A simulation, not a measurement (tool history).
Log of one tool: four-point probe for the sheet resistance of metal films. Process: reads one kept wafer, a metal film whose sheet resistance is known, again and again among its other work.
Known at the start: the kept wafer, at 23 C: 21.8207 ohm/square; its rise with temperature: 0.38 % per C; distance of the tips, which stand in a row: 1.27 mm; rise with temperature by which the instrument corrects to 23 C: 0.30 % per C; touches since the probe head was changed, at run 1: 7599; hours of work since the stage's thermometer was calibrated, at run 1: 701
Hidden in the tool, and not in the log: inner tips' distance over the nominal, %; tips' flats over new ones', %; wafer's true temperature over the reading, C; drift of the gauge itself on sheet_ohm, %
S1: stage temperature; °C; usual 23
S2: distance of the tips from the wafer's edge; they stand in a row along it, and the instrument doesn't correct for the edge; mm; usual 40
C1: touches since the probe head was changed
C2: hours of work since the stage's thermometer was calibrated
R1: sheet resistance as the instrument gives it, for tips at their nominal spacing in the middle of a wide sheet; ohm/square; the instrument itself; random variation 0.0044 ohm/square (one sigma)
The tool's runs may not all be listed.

{"run": 1, "hour": 0.0, "S1": 23, "S2": 40, "C1": 7599, "C2": 701, "R1": 21.913025}
{"run": 2, "hour": 12.5, "S1": 23, "S2": 40, "C1": 7796, "C2": 708, "R1": 21.917604}
{"run": 3, "hour": 27.5, "S1": 23, "S2": 40, "C1": 8034, "C2": 717, "R1": 21.913664}
{"run": 4, "hour": 37.7, "S1": 23, "S2": 40, "C1": 8195, "C2": 723, "R1": 21.915346}
{"run": 5, "hour": 49.5, "S1": 23, "S2": 40, "C1": 8381, "C2": 730, "R1": 21.918611}
{"run": 6, "hour": 64.2, "S1": 23, "S2": 40, "C1": 8613, "C2": 738, "R1": 21.917666}
{"run": 7, "hour": 78.8, "S1": 23, "S2": 40, "C1": 8845, "C2": 746, "R1": 21.920125}
{"run": 8, "hour": 93.4, "S1": 23, "S2": 40, "C1": 9075, "C2": 755, "R1": 21.925244}
{"run": 9, "hour": 106.4, "S1": 30, "S2": 40, "C1": 9281, "C2": 762, "R1": 22.036897}
{"run": 10, "hour": 120.1, "S1": 31, "S2": 40, "C1": 9497, "C2": 770, "R1": 22.062386}
{"run": 11, "hour": 129.6, "S1": 22, "S2": 40, "C1": 9648, "C2": 776, "R1": 21.893968}
{"run": 12, "hour": 138.0, "S1": 23, "S2": 16, "C1": 9780, "C2": 780, "R1": 21.982965}
{"run": 13, "hour": 151.1, "S1": 19, "S2": 16, "C1": 9987, "C2": 788, "R1": 21.89678}
{"run": 14, "hour": 158.2, "S1": 19, "S2": 16, "C1": 10100, "C2": 792, "R1": 21.905822}
{"run": 15, "hour": 175.0, "S1": 29, "S2": 12, "C1": 10365, "C2": 802, "R1": 22.149297}
{"run": 16, "hour": 183.7, "S1": 29, "S2": 72, "C1": 10503, "C2": 807, "R1": 22.016388}
{"run": 17, "hour": 190.6, "S1": 30, "S2": 25, "C1": 10612, "C2": 810, "R1": 22.062184}

Forecast run 18:
{"run": 18, "hour": 204.0, "S1": 27, "S2": 27, "C1": 10823, "C2": 818, "R1": "?"}

{"run 18": {"R1": 22.000676}}
Without the tool's hidden state the same run would have given R1 21.921843 ohm/square.
